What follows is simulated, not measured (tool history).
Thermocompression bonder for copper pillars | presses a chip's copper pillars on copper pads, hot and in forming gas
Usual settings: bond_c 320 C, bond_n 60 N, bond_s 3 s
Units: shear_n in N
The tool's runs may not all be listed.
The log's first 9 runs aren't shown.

run,day,bond_c,bond_n,bond_s,hours of work since the heater was calibrated,hours of work since the force cell was calibrated,hours of work since the gas filter was changed,shear_n
10,2.496,320,60,2,745,110,274,45.1
11,2.771,320,38,2,750,114,279,26.9
# day 2.908: forming gas filter changed
12,2.946,320,60,4,753,117,1,63.5
13,3.129,320,60,4,756,120,4,64.2
14,3.404,320,60,4,761,125,9,63.5
15,3.762,320,60,2,767,131,15,48.7
16,4.071,320,60,2,772,137,20,48.8
17,4.404,320,60,4,778,142,26,63.9
18,4.671,320,60,4,783,147,31,62.8
19,4.962,320,60,3,788,152,36,58.2
20,5.204,320,60,3,792,156,40,57.0
21,5.533,320,60,3,798,162,46,56.5
22,5.817,320,60,3,803,167,50,56.6
23,6.042,310,55,3,807,171,54,46.5
24,6.196,310,55,3,809,174,57,47.3
25,6.475,310,64,2,814,178,62,46.9
26,6.779,310,64,4,819,184,67,60.8
27,7.079,322,64,8,825,189,72,82.5
28,7.238,301,41,8,827,192,75,43.6
29,7.396,326,60,2,830,194,78,51.2

Run 30 comes next. What will it give?
30,7.767,326,60,2,837,201,84,?

{"run 30": {"shear_n": 51.4}}
Without the tool's hidden state the same run would have given shear_n 56.0 N.
